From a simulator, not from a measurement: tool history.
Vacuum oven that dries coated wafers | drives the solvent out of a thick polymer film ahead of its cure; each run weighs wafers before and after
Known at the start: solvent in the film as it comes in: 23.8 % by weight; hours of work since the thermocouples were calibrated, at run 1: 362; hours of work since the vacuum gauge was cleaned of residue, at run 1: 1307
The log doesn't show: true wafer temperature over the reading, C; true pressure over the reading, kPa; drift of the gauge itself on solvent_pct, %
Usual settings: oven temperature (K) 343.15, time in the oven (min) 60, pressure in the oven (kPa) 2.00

run    hour  oven temperature (K)  time in the oven (min)  pressure in the oven (kPa)  hours of work since the thermocouples were calibrated  hours of work since the vacuum gauge was cleaned of residue  solvent left in the film (%)
  1     0.0                343.15                      60                        2.00                                                    362                                                         1307                          2.15
  2    58.5                343.15                      60                        6.68                                                    401                                                         1346                          4.31
  3   114.6                343.15                      60                        6.68                                                    438                                                         1384                          4.30
  4   152.7                343.15                      60                        6.68                                                    464                                                         1409                          4.38
  5   198.1                343.15                      60                        2.00                                                    494                                                         1439                          2.12
  6   250.2                343.15                      60                        2.00                                                    528                                                         1474                          2.11
  7   286.3                343.15                      60                        2.00                                                    552                                                         1498                          2.13
  8   326.4                354.15                      60                        2.00                                                    579                                                         1525                          0.97
  9   384.2                343.15                      60                        2.00                                                    618                                                         1563                          2.14
 10   427.7                343.15                      60                        2.00                                                    647                                                         1592                          2.24
 11   465.4                343.15                      60                        2.00                                                    672                                                         1617                          2.22
      470.1  -- oven's thermocouples calibrated
 12   492.3                343.15                      60                        2.00                                                     15                                                         1634                          2.33
 13   535.4                343.15                      79                        2.00                                                     44                                                         1662                          1.68
      555.8  -- oven's thermocouples calibrated, once more
 14   595.7                343.15                      79                        2.00                                                     27                                                         1701                          1.57
 15   621.9                335.15                      37                        2.03                                                     44                                                         1719                          8.26
 16   674.3                343.15                      55                        2.00                                                     79                                                         1754                          2.26
 17   730.1                333.15                      54                        1.62                                                    116                                                         1791                          6.49
 18   781.9                343.15                      63                        2.62                                                    151                                                         1825                          2.27
 19   807.4                349.15                      97                        2.80                                                    168                                                         1842                          1.15
 20   833.2                329.15                      30                        2.80                                                    185                                                         1859                         13.02
 21   864.1                329.15                      30                        2.80                                                    205                                                         1880                         12.84
 22   893.8                331.15                      54                        2.00                                                    225                                                         1900                          7.93
 23   937.9                343.15                      37                        1.18                                                    254                                                         1929                          3.84
 24   971.7                343.15                      37                        1.18                                                    277                                                         1951                          3.60
 25  1002.2                343.15                      37                        1.18                                                    297                                                         1972                          3.71
 26  1032.2                343.15                      66                        1.18                                                    317                                                         1992                          1.62
 27  1056.6                343.15                      66                        1.18                                                    333                                                         2008                          1.55
 28  1086.3                343.15                      66                        1.18                                                    353                                                         2028                          1.65

4 ways to go on from here, each from the tool as it stands after run 28. What would each give?
  A  1124.6                343.15                      40                        2.00                                                    379                                                         2053                             ?
  B  1124.6                350.15                      76                        2.22                                                    379                                                         2053                             ?
  C  1124.6                343.15                      39                        1.25                                                    379                                                         2053                             ?
  D  1124.6                337.15                      94                        1.18                                                    379                                                         2053                             ?

run  solvent left in the film (%)
  A                          3.57
  B                          1.13
  C                          3.62
  D                          2.05
Without the tool's hidden state the same runs would have given:
run  solvent left in the film (%)
  A                          3.26
  B                          0.88
  C                          3.31
  D                          1.63
